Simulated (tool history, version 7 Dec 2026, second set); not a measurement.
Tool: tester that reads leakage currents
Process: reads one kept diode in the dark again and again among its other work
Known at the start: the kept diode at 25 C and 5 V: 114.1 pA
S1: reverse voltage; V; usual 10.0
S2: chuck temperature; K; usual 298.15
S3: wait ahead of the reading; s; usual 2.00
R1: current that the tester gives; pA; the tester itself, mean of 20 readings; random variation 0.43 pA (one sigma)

run    hour    S1      S2    S3       R1
  1     0.0  10.0  298.15  2.00   141.54
  2   114.1  10.0  298.15  2.00   142.15
  3   284.2  10.0  294.15  2.00    99.25
  4   407.5  10.0  294.15  1.47    99.60
  5   542.4  15.1  298.15  2.00   160.15
  6   675.0  10.0  298.15  2.00   141.75
  7   868.5  10.0  298.15  2.00   141.31
  8   981.5  10.0  298.15  2.00   141.15
  9  1159.4  10.0  298.15  2.00   141.07
 10  1264.4  10.0  298.15  2.00   141.90
 11  1478.6  10.0  298.15  2.00   141.62
 12  1710.6  10.0  298.15  2.00   141.08
 13  1925.3  10.0  298.15  2.00   140.83
 14  2019.6  10.0  298.15  2.00   141.15
 15  2189.8  10.0  298.15  2.00   141.47
 16  2301.1  10.0  298.15  2.00   141.50
 17  2459.4   4.1  298.15  2.00   107.04
 18  2626.6   4.1  298.15  2.00   107.92
 19  2809.4   3.2  298.15  2.00    99.43
 20  2991.9   3.2  298.15  2.00   100.16
 21  3170.0   8.0  300.15  2.00   156.53
 22  3320.4   9.0  295.15  8.73   105.09
 23  3498.6   3.5  318.15  7.48   523.11
     3639.0  -- chuck's temperature calibrated
 24  3653.0   2.0  301.15  7.48   111.60
 25  3836.8   2.0  301.15  7.48   112.51
 26  4028.5   2.0  301.15  7.48   111.99
 27  4151.6  18.3  320.15  7.48  1006.67
 28  4333.3   8.4  293.15  3.73    86.27
 29  4534.7   8.4  293.15  3.73    86.19
 30  4711.7   8.4  293.15  3.73    86.16
     4863.9  -- tester calibrated
 31  4912.4  10.0  333.15  0.75  2154.60
 32  5021.5  10.0  333.15  0.75  2143.58
 33  5127.9  10.0  333.15  0.75  2149.18
 34  5259.4  11.7  310.15  0.71   404.35
 35  5491.8   2.3  295.15  0.49    69.51
     5695.7  -- probe card cleaned and baked
 36  5719.7   5.1  295.15  0.49    88.94
 37  5843.5   6.2  307.15  0.90   260.77

3 ways to go on from here, each from the tool as it stands after run 37. What would each give?
  A  5983.2  6.2  313.15  0.90   ?
  B  5983.2  1.0  312.15  1.64   ?
  C  5983.2  2.2  310.15  0.90   ?

run      R1
  A  421.73
  B  223.00
  C  244.04
Without the tool's hidden state the same runs would have given:
run      R1
  A  422.20
  B  223.25
  C  244.32
